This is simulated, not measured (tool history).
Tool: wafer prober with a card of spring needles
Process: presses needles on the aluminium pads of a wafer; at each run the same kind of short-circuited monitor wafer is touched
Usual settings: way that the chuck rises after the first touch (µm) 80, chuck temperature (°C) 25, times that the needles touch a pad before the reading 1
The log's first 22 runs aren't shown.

run	hour	way that the chuck rises after the first touch (µm)	chuck temperature (°C)	times that the needles touch a pad before the reading	resistance of one needle with its contact and lead (mohm)	way that a needle slides on the pad (µm)
23	277.4	95	25	1	278	16.66
# hour 278.9: tips cleaned on abrasive film
24	286.1	60	25	3	251	10.42
# hour 298.5: tips cleaned on abrasive film
25	299.0	83	28	2	214	14.52
26	308.5	83	27	1	281	14.51
27	315.9	90	122	1	302	15.71
# hour 318.7: tips cleaned on abrasive film
28	328.9	80	25	1	289	14.00
# hour 338.2: tips cleaned on abrasive film
29	344.7	77	46	2	245	13.37
30	354.6	75	26	2	274	13.06
# hour 358.0: tips cleaned on abrasive film
31	362.2	61	26	1	294	10.57
32	373.7	85	26	1	295	14.78
# hour 377.6: tips cleaned on abrasive film
# hour 389.2: height of the first contact set anew
33	391.0	96	122	1	276	17.25

5 ways to go on from here, each from the tool as it stands after run 33. What would each give?
# hour 397.8: tips cleaned on abrasive film
A	400.3	96	99	2	?	?
# hour 397.8: tips cleaned on abrasive film
B	400.3	83	123	1	?	?
# hour 397.8: tips cleaned on abrasive film
C	400.3	82	87	1	?	?
# hour 397.8: tips cleaned on abrasive film
D	400.3	62	67	1	?	?
# hour 397.8: tips cleaned on abrasive film
E	400.3	95	66	2	?	?

run	resistance of one needle with its contact and lead (mohm)	way that a needle slides on the pad (µm)
A	232	17.16
B	251	14.83
C	249	14.68
D	264	11.18
E	224	17.05
Without the tool's hidden state the same runs would have given:
run	resistance of one needle with its contact and lead (mohm)	way that a needle slides on the pad (µm)
A	220	17.17
B	227	14.84
C	223	14.69
D	220	11.19
E	212	17.06
